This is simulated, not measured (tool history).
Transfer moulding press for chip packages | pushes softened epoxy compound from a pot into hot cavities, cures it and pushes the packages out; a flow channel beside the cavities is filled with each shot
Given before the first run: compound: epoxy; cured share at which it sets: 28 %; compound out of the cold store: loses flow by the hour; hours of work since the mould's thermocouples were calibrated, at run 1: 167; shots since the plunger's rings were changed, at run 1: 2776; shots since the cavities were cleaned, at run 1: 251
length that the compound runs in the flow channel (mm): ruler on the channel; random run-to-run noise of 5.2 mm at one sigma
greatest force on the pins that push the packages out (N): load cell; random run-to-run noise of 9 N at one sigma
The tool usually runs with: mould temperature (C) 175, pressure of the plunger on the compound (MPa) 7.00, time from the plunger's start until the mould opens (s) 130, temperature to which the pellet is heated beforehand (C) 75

| run | hour | mould temperature (C) | pressure of the plunger on the compound (MPa) | time from the plunger's start until the mould opens (s) | temperature to which the pellet is heated beforehand (C) | hours of work since the mould's thermocouples were calibrated | shots since the plunger's rings were changed | shots since the cavities were cleaned | incoming compound's hours out of the cold store | length that the compound runs in the flow channel (mm) | greatest force on the pins that push the packages out (N) |
|---|---|---|---|---|---|---|---|---|---|---|---|
| 1 | 0.0 | 175 | 7.00 | 130 | 75 | 167 | 2776 | 251 | 22.5 | 544 | 416 |
| 2 | 7.3 | 175 | 7.00 | 130 | 75 | 171 | 2845 | 320 | 47.4 | 501 | 399 |
| 3 | 17.0 | 175 | 7.00 | 130 | 75 | 177 | 2937 | 412 | 40.8 | 522 | 395 |
| 4 | 23.7 | 175 | 7.00 | 130 | 75 | 181 | 3000 | 475 | 40.3 | 531 | 409 |
| 5 | 30.3 | 175 | 7.00 | 130 | 75 | 185 | 3063 | 538 | 38.3 | 534 | 405 |
| 6 | 41.0 | 175 | 7.00 | 130 | 75 | 192 | 3164 | 639 | 35.6 | 536 | 408 |
| 7 | 49.2 | 175 | 7.00 | 162 | 75 | 197 | 3241 | 716 | 23.9 | 546 | 378 |
| 8 | 60.3 | 175 | 7.00 | 130 | 75 | 204 | 3346 | 821 | 14.6 | 568 | 410 |
| 9 | 72.3 | 175 | 7.00 | 130 | 75 | 211 | 3459 | 934 | 11.1 | 580 | 407 |
| 10 | 81.8 | 175 | 7.00 | 130 | 75 | 217 | 3549 | 1024 | 29.7 | 535 | 411 |
| 11 | 94.3 | 175 | 7.00 | 130 | 75 | 224 | 3668 | 1143 | 19.3 | 556 | 404 |
|  | 100.7 | cavities cleaned with cleaning compound and waxed |
| 12 | 104.4 | 175 | 7.00 | 130 | 75 | 229 | 3749 | 35 | 40.5 | 518 | 409 |
| 13 | 114.4 | 175 | 7.00 | 113 | 75 | 235 | 3844 | 130 | 21.0 | 557 | 482 |
| 14 | 122.3 | 176 | 5.72 | 113 | 70 | 240 | 3917 | 203 | 29.4 | 487 | 452 |
| 15 | 129.6 | 176 | 5.72 | 124 | 72 | 245 | 3987 | 273 | 12.9 | 516 | 422 |
| 16 | 139.8 | 176 | 5.72 | 124 | 72 | 251 | 4083 | 369 | 25.4 | 492 | 411 |
| 17 | 150.8 | 176 | 5.72 | 124 | 72 | 257 | 4187 | 473 | 33.5 | 484 | 408 |
| 18 | 162.1 | 181 | 6.37 | 130 | 75 | 264 | 4294 | 580 | 27.2 | 499 | 368 |
| 19 | 167.6 | 181 | 6.30 | 130 | 82 | 268 | 4346 | 632 | 28.6 | 496 | 354 |
| 20 | 174.5 | 181 | 6.30 | 130 | 82 | 272 | 4412 | 698 | 26.0 | 495 | 356 |
| 21 | 186.0 | 174 | 7.58 | 132 | 75 | 279 | 4520 | 806 | 11.2 | 593 | 422 |
|  | 197.7 | plunger's sealing rings changed |
| 22 | 200.4 | 174 | 7.52 | 132 | 75 | 286 | 25 | 918 | 24.4 | 570 | 431 |
| 23 | 211.8 | 168 | 6.37 | 122 | 75 | 293 | 133 | 1026 | 27.0 | 536 | 709 |
| 24 | 221.5 | 168 | 6.37 | 120 | 67 | 299 | 225 | 1118 | 14.8 | 569 | 745 |
| 25 | 228.4 | 175 | 6.89 | 130 | 70 | 303 | 290 | 1183 | 33.6 | 525 | 400 |

Branching from run 25: 5 alternative next runs. What would each branch give?
|  | 230.5 | cavities cleaned with cleaning compound and waxed |
| A | 236.3 | 174 | 7.23 | 130 | 70 | 307 | 350 | 54 | 22.5 | ? | ? |
|  | 230.5 | cavities cleaned with cleaning compound and waxed |
| B | 236.3 | 175 | 6.89 | 112 | 70 | 307 | 350 | 54 | 47.2 | ? | ? |
|  | 230.5 | cavities cleaned with cleaning compound and waxed |
| C | 236.3 | 175 | 6.54 | 126 | 72 | 307 | 350 | 54 | 31.7 | ? | ? |
|  | 230.5 | cavities cleaned with cleaning compound and waxed |
| D | 236.3 | 175 | 5.38 | 130 | 75 | 307 | 350 | 54 | 35.9 | ? | ? |
|  | 230.5 | cavities cleaned with cleaning compound and waxed |
| E | 236.3 | 175 | 6.77 | 130 | 75 | 307 | 350 | 54 | 11.9 | ? | ? |

| run | length that the compound runs in the flow channel (mm) | greatest force on the pins that push the packages out (N) |
|---|---|---|
| A | 564 | 414 |
| B | 507 | 489 |
| C | 517 | 424 |
| D | 456 | 401 |
| E | 558 | 409 |
With the hidden condition removed and each run's random variation left untouched, the same runs would have given:
| run | length that the compound runs in the flow channel (mm) | greatest force on the pins that push the packages out (N) |
|---|---|---|
| A | 564 | 413 |
| B | 507 | 488 |
| C | 517 | 423 |
| D | 456 | 401 |
| E | 558 | 409 |

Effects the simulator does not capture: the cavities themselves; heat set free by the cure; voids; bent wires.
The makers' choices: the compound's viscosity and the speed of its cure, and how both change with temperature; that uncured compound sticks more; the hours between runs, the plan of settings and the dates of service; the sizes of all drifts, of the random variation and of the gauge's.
